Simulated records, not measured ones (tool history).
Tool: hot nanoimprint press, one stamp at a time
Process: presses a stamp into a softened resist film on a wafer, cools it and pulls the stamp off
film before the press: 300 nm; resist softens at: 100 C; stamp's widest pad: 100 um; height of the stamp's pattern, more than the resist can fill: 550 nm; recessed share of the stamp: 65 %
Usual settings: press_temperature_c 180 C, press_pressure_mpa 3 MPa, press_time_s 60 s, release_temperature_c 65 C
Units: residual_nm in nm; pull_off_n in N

run    hour  press_temperature_c  press_pressure_mpa  press_time_s  release_temperature_c  residual_nm  pull_off_n
  1       0                  180                   3            60                     65        145.7         249
  2    41.9                  180                   3            60                     65        148.5         255
  3   111.9                  180                   3            60                     65        148.3         279
  4   147.8                  180                 4.2            60                     65        131.4         301
  5     215                  180                 4.2            60                     65          132         317
  6   245.3                  180                 4.2            60                     65        132.2         333
      311.2  -- stamp cleaned and given a new release coat
  7   319.3                  169                   3            60                     65        234.5         262
  8   362.7                  169                   3            60                     65        235.2         273
  9   414.5                  169                3.17            60                     65        232.2         276
      454.3  -- plate thermocouple calibrated
 10     469                  169                3.17            60                     65        221.1         284
 11   514.1                  169                3.17            60                     65        219.6         309
 12   554.5                  169                3.17            60                     65        222.3         309
 13   608.5                  169                3.17            60                     65        220.6         337
        632  -- stamp cleaned and given a new release coat
 14     671                  180                   3            60                     65        147.7         252
 15   738.4                  180                1.94            33                     59          209         325
 16   790.2                  180                1.94            33                     59        210.1         336
        848  -- press's hydraulic seals changed and the load cell set to zero
 17     848                  180                1.94            33                     59          209         377
 18   892.9                  180                1.94            33                     59        211.3         384
 19   932.3                  189                2.12           104                     59         92.9         409
      955.7  -- stamp cleaned and given a new release coat
 20   993.4                  189                2.12           104                     68           94         235
 21  1054.7                  180                2.21            60                     67        172.4         268
 22  1116.7                  172                2.92            60                     67        213.8         280
 23  1184.9                  179                   3            54                     53        168.6         433
     1215.9  -- plate thermocouple calibrated
 24  1224.3                  180                4.49            73                     65        109.2         324
 25  1259.3                  186                2.86            91                     58         91.5         403
     1276.9  -- stamp cleaned and given a new release coat
 26  1307.1                  175                2.86            91                     58        155.3         296
 27  1363.1                  175                2.86            91                     58        159.7         318

Forecast each of these 3 alternatives for the next run:
  A  1400                  180                   3            60                     65            ?           ?
  B  1400                  191                2.86            91                     58            ?           ?
  C  1400                  180                4.65            72                     58            ?           ?

run  residual_nm  pull_off_n
  A        144.2         276
  B           74         330
  C        110.9         335
Without the tool's hidden state the same runs would have given:
run  residual_nm  pull_off_n
  A        140.3         232
  B         71.9         279
  C        107.1         283
